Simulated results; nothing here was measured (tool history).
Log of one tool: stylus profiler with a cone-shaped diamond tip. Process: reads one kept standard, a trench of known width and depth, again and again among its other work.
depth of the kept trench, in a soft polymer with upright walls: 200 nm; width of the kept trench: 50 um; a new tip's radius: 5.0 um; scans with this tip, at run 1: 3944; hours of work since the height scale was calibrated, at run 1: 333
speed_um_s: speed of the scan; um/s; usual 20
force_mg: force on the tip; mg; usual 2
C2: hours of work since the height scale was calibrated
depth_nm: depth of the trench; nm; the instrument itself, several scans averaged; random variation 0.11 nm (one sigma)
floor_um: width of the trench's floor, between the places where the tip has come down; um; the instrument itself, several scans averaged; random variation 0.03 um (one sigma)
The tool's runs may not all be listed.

{"run": 1, "hour": 0.0, "speed_um_s": 20, "force_mg": 2, "scans with this tip": 3944, "C2": 333, "depth_nm": 202.05, "floor_um": 46.79}
{"run": 2, "hour": 23.3, "speed_um_s": 20, "force_mg": 2, "scans with this tip": 4124, "C2": 348, "depth_nm": 202.13, "floor_um": 46.79}
{"run": 3, "hour": 56.2, "speed_um_s": 20, "force_mg": 2, "scans with this tip": 4378, "C2": 370, "depth_nm": 201.78, "floor_um": 46.77}
{"run": 4, "hour": 90.0, "speed_um_s": 31, "force_mg": 2, "scans with this tip": 4639, "C2": 392, "depth_nm": 201.7, "floor_um": 46.65}
{"run": 5, "hour": 117.5, "speed_um_s": 31, "force_mg": 2, "scans with this tip": 4852, "C2": 410, "depth_nm": 201.77, "floor_um": 46.66}
{"run": 6, "hour": 131.6, "speed_um_s": 10, "force_mg": 2, "scans with this tip": 4961, "C2": 419, "depth_nm": 201.74, "floor_um": 46.78}
{"run": 7, "hour": 150.0, "speed_um_s": 20, "force_mg": 2.25, "scans with this tip": 5103, "C2": 431, "depth_nm": 201.91, "floor_um": 46.7}
{"run": 8, "hour": 179.9, "speed_um_s": 20, "force_mg": 1.04, "scans with this tip": 5334, "C2": 450, "depth_nm": 200.93, "floor_um": 46.61}
{"run": 9, "hour": 205.4, "speed_um_s": 20, "force_mg": 2, "scans with this tip": 5531, "C2": 467, "depth_nm": 201.62, "floor_um": 46.65}
{"run": 10, "hour": 236.2, "speed_um_s": 20, "force_mg": 4.67, "scans with this tip": 5769, "C2": 487, "depth_nm": 203.52, "floor_um": 46.75}
{"run": 11, "hour": 260.3, "speed_um_s": 20, "force_mg": 2, "scans with this tip": 5954, "C2": 503, "depth_nm": 201.61, "floor_um": 46.66}
{"run": 12, "hour": 278.9, "speed_um_s": 20, "force_mg": 2, "scans with this tip": 6098, "C2": 515, "depth_nm": 201.59, "floor_um": 46.66}
{"run": 13, "hour": 304.4, "speed_um_s": 20, "force_mg": 2, "scans with this tip": 6295, "C2": 531, "depth_nm": 201.65, "floor_um": 46.63}
{"run": 14, "hour": 337.3, "speed_um_s": 20, "force_mg": 2, "scans with this tip": 6549, "C2": 553, "depth_nm": 201.82, "floor_um": 46.58}
{"run": 15, "hour": 370.4, "speed_um_s": 20, "force_mg": 1.36, "scans with this tip": 6805, "C2": 574, "depth_nm": 201.24, "floor_um": 46.6}
{"run": 16, "hour": 404.6, "speed_um_s": 20, "force_mg": 0.74, "scans with this tip": 7069, "C2": 597, "depth_nm": 200.59, "floor_um": 46.49}
{"run": 17, "hour": 431.9, "speed_um_s": 20, "force_mg": 3.51, "scans with this tip": 7280, "C2": 615, "depth_nm": 202.77, "floor_um": 46.57}
{"run": 18, "hour": 459.0, "speed_um_s": 20, "force_mg": 3.51, "scans with this tip": 7490, "C2": 632, "depth_nm": 202.7, "floor_um": 46.58}
{"run": 19, "hour": 473.8, "speed_um_s": 20, "force_mg": 1.87, "scans with this tip": 7604, "C2": 642, "depth_nm": 201.45, "floor_um": 46.49}
{"run": 20, "hour": 487.8, "speed_um_s": 20, "force_mg": 1.87, "scans with this tip": 7712, "C2": 651, "depth_nm": 201.53, "floor_um": 46.5}
{"run": 21, "hour": 518.3, "speed_um_s": 20, "force_mg": 2, "scans with this tip": 7947, "C2": 671, "depth_nm": 201.61, "floor_um": 46.52}
{"run": 22, "hour": 542.4, "speed_um_s": 20, "force_mg": 2.71, "scans with this tip": 8134, "C2": 687, "depth_nm": 202.15, "floor_um": 46.51}
{"run": 23, "hour": 566.9, "speed_um_s": 20, "force_mg": 3.17, "scans with this tip": 8323, "C2": 703, "depth_nm": 202.31, "floor_um": 46.51}
{"run": 24, "hour": 584.6, "speed_um_s": 20, "force_mg": 3.17, "scans with this tip": 8460, "C2": 714, "depth_nm": 202.11, "floor_um": 46.51}
{"run": 25, "hour": 599.6, "speed_um_s": 39, "force_mg": 5.82, "scans with this tip": 8575, "C2": 724, "depth_nm": 203.74, "floor_um": 46.44}
{"run": 26, "hour": 625.0, "speed_um_s": 17, "force_mg": 2.99, "scans with this tip": 8772, "C2": 741, "depth_nm": 202.19, "floor_um": 46.46}
{"run": 27, "hour": 645.3, "speed_um_s": 17, "force_mg": 2.99, "scans with this tip": 8928, "C2": 754, "depth_nm": 202.28, "floor_um": 46.49}
{"run": 28, "hour": 673.4, "speed_um_s": 17, "force_mg": 2.99, "scans with this tip": 9146, "C2": 772, "depth_nm": 202.13, "floor_um": 46.47}
{"run": 29, "hour": 687.9, "speed_um_s": 46, "force_mg": 1.94, "scans with this tip": 9258, "C2": 782, "depth_nm": 201.31, "floor_um": 46.27}
{"run": 30, "hour": 711.9, "speed_um_s": 46, "force_mg": 1.39, "scans with this tip": 9443, "C2": 797, "depth_nm": 200.92, "floor_um": 46.15}
{"run": 31, "hour": 730.1, "speed_um_s": 12, "force_mg": 1.91, "scans with this tip": 9583, "C2": 809, "depth_nm": 201.46, "floor_um": 46.47}
{"run": 32, "hour": 750.1, "speed_um_s": 17, "force_mg": 3.76, "scans with this tip": 9737, "C2": 822, "depth_nm": 202.66, "floor_um": 46.43}
{"run": 33, "hour": 777.1, "speed_um_s": 22, "force_mg": 1.06, "scans with this tip": 9946, "C2": 840, "depth_nm": 200.6, "floor_um": 46.31}
{"run": 34, "hour": 795.4, "speed_um_s": 22, "force_mg": 1.06, "scans with this tip": 10087, "C2": 852, "depth_nm": 200.57, "floor_um": 46.31}
{"run": 35, "hour": 829.5, "speed_um_s": 22, "force_mg": 1.06, "scans with this tip": 10351, "C2": 874, "depth_nm": 200.59, "floor_um": 46.24}
{"run": 36, "hour": 856.9, "speed_um_s": 11, "force_mg": 0.87, "scans with this tip": 10563, "C2": 892, "depth_nm": 200.25, "floor_um": 46.42}
{"run": 37, "hour": 889.7, "speed_um_s": 11, "force_mg": 0.87, "scans with this tip": 10816, "C2": 913, "depth_nm": 200.45, "floor_um": 46.33}
{"run": 38, "hour": 914.2, "speed_um_s": 11, "force_mg": 0.87, "scans with this tip": 11006, "C2": 929, "depth_nm": 200.45, "floor_um": 46.3}
{"run": 39, "hour": 943.9, "speed_um_s": 20, "force_mg": 0.82, "scans with this tip": 11235, "C2": 948, "depth_nm": 200.3, "floor_um": 46.24}
{"run": 40, "hour": 971.9, "speed_um_s": 20, "force_mg": 4.18, "scans with this tip": 11451, "C2": 967, "depth_nm": 202.86, "floor_um": 46.29}
{"run": 41, "hour": 1004.1, "speed_um_s": 20, "force_mg": 4.18, "scans with this tip": 11699, "C2": 988, "depth_nm": 202.72, "floor_um": 46.29}
{"run": 42, "hour": 1027.2, "speed_um_s": 8, "force_mg": 1.63, "scans with this tip": 11878, "C2": 1003, "depth_nm": 201.06, "floor_um": 46.32}
{"run": 43, "hour": 1048.4, "speed_um_s": 78, "force_mg": 0.78, "scans with this tip": 12041, "C2": 1017, "depth_nm": 200.18, "floor_um": 45.54}
{"run": 44, "hour": 1067.5, "speed_um_s": 35, "force_mg": 3.33, "scans with this tip": 12189, "C2": 1029, "depth_nm": 202.02, "floor_um": 46.19}
{"run": 45, "hour": 1096.4, "speed_um_s": 26, "force_mg": 0.93, "scans with this tip": 12412, "C2": 1048, "depth_nm": 200.34, "floor_um": 46.13}
{"run": 46, "hour": 1120.8, "speed_um_s": 46, "force_mg": 5.88, "scans with this tip": 12601, "C2": 1064, "depth_nm": 203.57, "floor_um": 46.15}
{"run": 47, "hour": 1141.1, "speed_um_s": 46, "force_mg": 5.88, "scans with this tip": 12758, "C2": 1077, "depth_nm": 203.75, "floor_um": 46.12}
{"run": 48, "hour": 1156.1, "speed_um_s": 27, "force_mg": 1.64, "scans with this tip": 12873, "C2": 1087, "depth_nm": 200.98, "floor_um": 46.11}

Hidden state or all else? Some run-to-run changes of depth_nm, split into what the settings, what came in and random variation would give without the hidden state, and what is left for the hidden state (with any gauge scatter that isn't in both results):
The hidden state here: radius of the tip, um; height scale over the true one, %; drift of the gauge itself on depth_nm, %; drift of the gauge itself on floor_um, %.
Run 1 -> 2: no setting changed, nothing entered. depth_nm +0.08 nm: hidden state -0.02, all else +0.1.
Run 15 -> 16: force_mg 1.36 -> 0.74. depth_nm -0.65 nm: hidden state -0.03, all else -0.62.
Run 39 -> 40: force_mg 0.82 -> 4.18. depth_nm +2.56 nm: hidden state -0.03, all else +2.59.
Run 45 -> 46: speed_um_s 26 -> 46, force_mg 0.93 -> 5.88. depth_nm +3.23 nm: hidden state -0.02, all else +3.25.
Run 47 -> 48: speed_um_s 46 -> 27, force_mg 5.88 -> 1.64. depth_nm -2.77 nm: hidden state +0, all else -2.77.

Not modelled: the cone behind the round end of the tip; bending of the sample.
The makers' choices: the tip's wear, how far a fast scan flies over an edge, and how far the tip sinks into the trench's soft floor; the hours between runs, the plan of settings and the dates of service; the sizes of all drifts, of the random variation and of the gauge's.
